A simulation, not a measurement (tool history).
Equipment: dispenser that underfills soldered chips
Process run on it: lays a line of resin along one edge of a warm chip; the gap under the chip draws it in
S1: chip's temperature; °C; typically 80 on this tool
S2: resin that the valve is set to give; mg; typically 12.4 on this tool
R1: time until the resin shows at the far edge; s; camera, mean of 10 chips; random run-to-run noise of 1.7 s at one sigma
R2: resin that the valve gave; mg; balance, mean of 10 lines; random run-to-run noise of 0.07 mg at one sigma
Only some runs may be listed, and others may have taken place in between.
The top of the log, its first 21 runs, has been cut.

-- day=8.146 new syringe of resin
run 22 day=8.508 | S1=86 S2=12.4 | R1=228.7 R2=11.59
-- day=8.55 new syringe of resin
run 23 day=8.842 | S1=94 S2=12.4 | R1=162.9 R2=11.54
-- day=8.979 new syringe of resin
run 24 day=9.3 | S1=82 S2=10.9 | R1=253.9 R2=10.02
-- day=9.4 new syringe of resin
run 25 day=9.742 | S1=76 S2=13 | R1=302.5 R2=11.97
-- day=9.8 new syringe of resin
-- day=10.196 new syringe of resin
run 26 day=10.308 | S1=76 S2=13 | R1=209 R2=11.75
-- day=10.621 new syringe of resin
run 27 day=10.854 | S1=92 S2=12.4 | R1=153.9 R2=11.15
-- day=11.042 new syringe of resin
run 28 day=11.188 | S1=86 S2=15.7 | R1=158.5 R2=14.11
-- day=11.462 new syringe of resin
-- day=11.542 dispensing valve cleaned and set on the balance
run 29 day=11.542 | S1=78 S2=14.5 | R1=170 R2=14.52
-- day=11.921 new syringe of resin
run 30 day=12.038 | S1=71 S2=10.7 | R1=256.7 R2=10.51
-- day=12.321 new syringe of resin
run 31 day=12.554 | S1=71 S2=10.7 | R1=303.4 R2=10.48
-- day=12.733 new syringe of resin
run 32 day=12.796 | S1=67 S2=14 | R1=247.5 R2=13.74
run 33 day=13.088 | S1=94 S2=13.7 | R1=174.1 R2=13.4

Predict each of these 4 candidate next runs independently; none follows another, all start after run 33:
-- day=13.146 new syringe of resin
run A day=13.379 | S1=77 S2=11.2 | R1=? R2=?
-- day=13.146 new syringe of resin
run B day=13.379 | S1=80 S2=11.7 | R1=? R2=?
-- day=13.146 new syringe of resin
run C day=13.379 | S1=89 S2=11.1 | R1=? R2=?
-- day=13.146 new syringe of resin
run D day=13.379 | S1=81 S2=13.7 | R1=? R2=?

run=A R1=248.4 R2=10.94
run=B R1=222.3 R2=11.34
run=C R1=171 R2=10.78
run=D R1=207 R2=13.35
What these runs would have given with no unlogged condition in the tool:
run=A R1=188.1 R2=11.29
run=B R1=168.4 R2=11.69
run=C R1=128.9 R2=11.12
run=D R1=157.4 R2=13.77
